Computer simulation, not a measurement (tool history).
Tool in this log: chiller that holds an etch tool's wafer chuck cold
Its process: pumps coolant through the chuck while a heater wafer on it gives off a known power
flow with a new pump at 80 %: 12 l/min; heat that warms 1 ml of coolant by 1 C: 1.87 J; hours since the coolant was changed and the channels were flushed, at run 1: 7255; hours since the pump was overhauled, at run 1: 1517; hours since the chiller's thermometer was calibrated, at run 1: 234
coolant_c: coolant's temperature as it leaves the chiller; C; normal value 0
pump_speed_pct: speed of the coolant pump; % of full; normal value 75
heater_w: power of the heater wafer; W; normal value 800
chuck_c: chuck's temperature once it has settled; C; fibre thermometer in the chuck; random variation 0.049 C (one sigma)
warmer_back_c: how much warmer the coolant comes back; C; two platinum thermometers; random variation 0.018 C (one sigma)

run	hour	coolant_c	pump_speed_pct	heater_w	hours since the coolant was changed and the channels were flushed	hours since the pump was overhauled	hours since the chiller's thermometer was calibrated	chuck_c	warmer_back_c
1	0	0	75	800	7255	1517	234	5.76	2.35
2	105.5	0	75	800	7361	1623	339	5.77	2.35
3	172.7	0	64	800	7428	1690	406	6.79	2.81
4	229.2	0	75	759	7485	1746	463	5.41	2.23
5	328.1	0	75	759	7583	1845	562	5.54	2.26
6	398	0	75	759	7653	1915	632	5.46	2.26
# hour 409.7: coolant changed, channels flushed
7	459	0	71	800	49	1970	687	5.7	2.52
8	581.3	0	71	800	172	2092	809	5.69	2.54
9	642.1	0	71	800	232	2153	870	5.66	2.53
10	753.8	0	71	800	344	2265	982	5.72	2.56
11	811.9	-5	75	800	402	2323	1040	0.39	2.37
12	931.8	-5	75	800	522	2443	1159	0.34	2.39
13	1003.3	-5	75	800	594	2515	1231	0.34	2.36
14	1099.9	-5	75	800	690	2611	1328	0.46	2.39
15	1196.9	-5	75	800	787	2708	1425	0.5	2.35
16	1283.5	8	98	982	874	2795	1511	13.02	2.16
17	1399.5	0	61	937	990	2911	1627	7.92	3.55
18	1495.9	0	61	937	1086	3007	1724	7.94	3.56
19	1616.2	0	61	937	1206	3127	1844	7.86	3.59
20	1707.3	6	81	799	1298	3218	1935	11.09	2.2
21	1816.7	6	81	799	1407	3328	2044	10.96	2.2
22	1881.2	6	81	799	1471	3392	2109	11.01	2.2
23	1951.4	1	74	481	1542	3463	2179	4.32	1.47
24	2076.1	6	88	800	1666	3587	2304	10.75	2.02
25	2183.4	-6	75	581	1774	3695	2411	-2.1	1.78
26	2289.1	-2	75	858	1879	3800	2517	3.98	2.61

4 options for the next run, each taken on its own from the tool as it stands now. Forecast them:
A	2380.1	-6	75	800	1970	3891	2608	?	?
B	2380.1	-7	91	551	1970	3891	2608	?	?
C	2380.1	0	62	800	1970	3891	2608	?	?
D	2380.1	-9	61	1099	1970	3891	2608	?	?

run	chuck_c	warmer_back_c
A	-0.49	2.43
B	-3.96	1.33
C	6.73	3
D	0.41	4.23
With no hidden state in the tool, these same runs would have given:
run	chuck_c	warmer_back_c
A	-0.72	2.32
B	-4.05	1.27
C	6.42	2.85
D	-0.06	4.02
